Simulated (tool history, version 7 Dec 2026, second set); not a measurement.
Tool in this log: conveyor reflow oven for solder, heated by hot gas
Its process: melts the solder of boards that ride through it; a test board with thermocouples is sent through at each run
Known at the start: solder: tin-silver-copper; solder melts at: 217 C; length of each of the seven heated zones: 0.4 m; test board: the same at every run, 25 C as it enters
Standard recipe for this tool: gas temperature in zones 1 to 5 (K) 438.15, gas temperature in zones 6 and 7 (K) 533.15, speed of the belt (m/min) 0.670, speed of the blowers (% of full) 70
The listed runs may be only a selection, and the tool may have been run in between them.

run	hour	gas temperature in zones 1 to 5 (K)	gas temperature in zones 6 and 7 (K)	speed of the belt (m/min)	speed of the blowers (% of full)	highest temperature of the board (K)	time above the solder's melting point (s)
1	0.0	438.15	533.15	0.670	70	512.75	39.4
2	18.1	438.15	533.15	0.670	70	512.05	39.6
3	45.4	438.15	533.15	0.679	70	511.75	38.3
4	69.8	438.15	533.15	0.670	70	511.85	39.9
5	89.1	438.15	533.15	0.670	70	512.45	39.7
6	116.4	438.15	533.15	0.670	70	513.15	39.2
7	130.2	438.15	533.15	0.670	70	512.65	40.1
8	142.9	438.15	542.15	0.670	70	520.15	46.2
9	158.6	438.15	542.15	0.670	70	520.25	45.7
# hour 164.8: belt drive overhauled, speed set with a stopwatch
10	183.6	438.15	533.15	0.670	70	512.55	39.1
11	208.9	442.15	526.15	0.664	70	507.15	35.4
12	228.8	442.15	526.15	0.664	70	507.45	36.2
# hour 256.7: belt drive overhauled, speed set with a stopwatch, once more
13	256.7	426.15	528.15	0.670	70	505.35	27.8
14	271.8	426.15	528.15	0.670	70	505.25	27.1
15	299.2	426.15	528.15	0.670	70	505.35	26.9
16	312.5	426.15	528.15	0.670	70	504.95	26.5
17	324.1	435.15	539.15	0.541	68	522.25	60.5
18	340.7	449.15	523.15	0.541	55	506.65	45.8
19	364.7	449.15	523.15	0.541	55	506.55	45.4

Same runs, no hidden state in the tool, same run-to-run variation:
The tool's hidden condition here consists of: heat that the gas passes to the board, % of a clean oven's; belt's true speed, % of the reading; true gas temperature in zones 6 and 7 over the reading, C; drift of the gauge itself on peak_c, C; drift of the gauge itself on liquid_s, %.
run	highest temperature of the board (K)	time above the solder's melting point (s)
1	514.25	40.7
2	513.65	40.9
3	513.45	39.7
4	513.55	41.4
5	514.15	41.2
6	514.95	40.8
7	514.55	41.8
8	522.15	47.4
9	522.25	46.9
10	514.45	40.7
11	509.05	37.5
12	509.45	38.4
13	507.95	31.5
14	507.95	30.8
15	508.15	30.8
16	507.85	30.3
17	524.85	63.2
18	508.95	49.7
19	508.95	49.4
